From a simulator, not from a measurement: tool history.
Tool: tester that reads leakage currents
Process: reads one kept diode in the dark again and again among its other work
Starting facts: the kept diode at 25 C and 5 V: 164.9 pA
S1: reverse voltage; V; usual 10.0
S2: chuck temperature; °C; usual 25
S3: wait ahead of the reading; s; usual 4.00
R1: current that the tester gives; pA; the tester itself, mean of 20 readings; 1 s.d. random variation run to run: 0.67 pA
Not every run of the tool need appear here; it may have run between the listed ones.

{"run": 1, "hour": 0.0, "S1": 10.0, "S2": 25, "S3": 4.0, "R1": 230.75}
{"run": 2, "hour": 73.3, "S1": 10.0, "S2": 25, "S3": 4.0, "R1": 231.24}
{"run": 3, "hour": 141.0, "S1": 10.0, "S2": 42, "S3": 4.0, "R1": 746.53}
{"run": 4, "hour": 210.9, "S1": 10.0, "S2": 42, "S3": 4.0, "R1": 747.99}
{"run": 5, "hour": 254.3, "S1": 1.2, "S2": 42, "S3": 4.0, "R1": 298.44}
{"run": 6, "hour": 310.3, "S1": 10.0, "S2": 25, "S3": 2.34, "R1": 233.93}
{"run": 7, "hour": 353.0, "S1": 4.2, "S2": 25, "S3": 4.0, "R1": 159.43}
{"run": 8, "hour": 444.8, "S1": 10.7, "S2": 25, "S3": 4.0, "R1": 242.78}
{"run": 9, "hour": 535.3, "S1": 10.7, "S2": 25, "S3": 4.0, "R1": 243.77}
{"run": 10, "hour": 594.4, "S1": 10.0, "S2": 25, "S3": 4.0, "R1": 236.18}
{"run": 11, "hour": 649.9, "S1": 18.1, "S2": 25, "S3": 4.0, "R1": 310.32}
{"run": 12, "hour": 691.5, "S1": 18.1, "S2": 25, "S3": 4.0, "R1": 309.55}
{"run": 13, "hour": 744.1, "S1": 10.0, "S2": 25, "S3": 3.04, "R1": 237.25}
{"run": 14, "hour": 788.6, "S1": 10.0, "S2": 25, "S3": 4.74, "R1": 238.28}
{"run": 15, "hour": 874.2, "S1": 10.0, "S2": 25, "S3": 4.74, "R1": 238.97}
{"run": 16, "hour": 932.9, "S1": 1.5, "S2": 25, "S3": 8.04, "R1": 102.97}
{"run": 17, "hour": 996.4, "S1": 1.5, "S2": 25, "S3": 8.04, "R1": 103.91}
{"run": 18, "hour": 1074.2, "S1": 1.5, "S2": 42, "S3": 1.21, "R1": 334.67}
{"run": 19, "hour": 1168.9, "S1": 1.5, "S2": 42, "S3": 1.51, "R1": 336.12}
{"run": 20, "hour": 1239.2, "S1": 4.7, "S2": 42, "S3": 1.51, "R1": 556.43}
{"hour": 1255.7, "done": "probe card cleaned and baked"}
{"run": 21, "hour": 1318.5, "S1": 1.0, "S2": 27, "S3": 6.46, "R1": 100.7}
{"run": 22, "hour": 1366.3, "S1": 1.2, "S2": 25, "S3": 1.17, "R1": 94.43}
{"run": 23, "hour": 1429.1, "S1": 10.0, "S2": 25, "S3": 1.99, "R1": 236.58}
{"run": 24, "hour": 1514.8, "S1": 6.5, "S2": 57, "S3": 1.26, "R1": 1641.53}
{"run": 25, "hour": 1598.3, "S1": 6.5, "S2": 57, "S3": 1.26, "R1": 1639.61}
{"run": 26, "hour": 1650.1, "S1": 3.2, "S2": 28, "S3": 1.09, "R1": 181.43}

Branching from run 26: 4 alternative next runs. What would each branch give?
{"run": "A", "hour": 1697.5, "S1": 9.1, "S2": 52, "S3": 0.53, "R1": "?"}
{"run": "B", "hour": 1697.5, "S1": 5.0, "S2": 28, "S3": 0.46, "R1": "?"}
{"run": "C", "hour": 1697.5, "S1": 1.3, "S2": 49, "S3": 4.26, "R1": "?"}
{"run": "D", "hour": 1697.5, "S1": 10.0, "S2": 25, "S3": 1.19, "R1": "?"}

run=A R1=1414.07
run=B R1=221.85
run=C R1=504.90
run=D R1=239.99
What these runs would have given with no unlogged condition in the tool:
run=A R1=1338.27
run=B R1=207.58
run=C R1=477.40
run=D R1=223.78
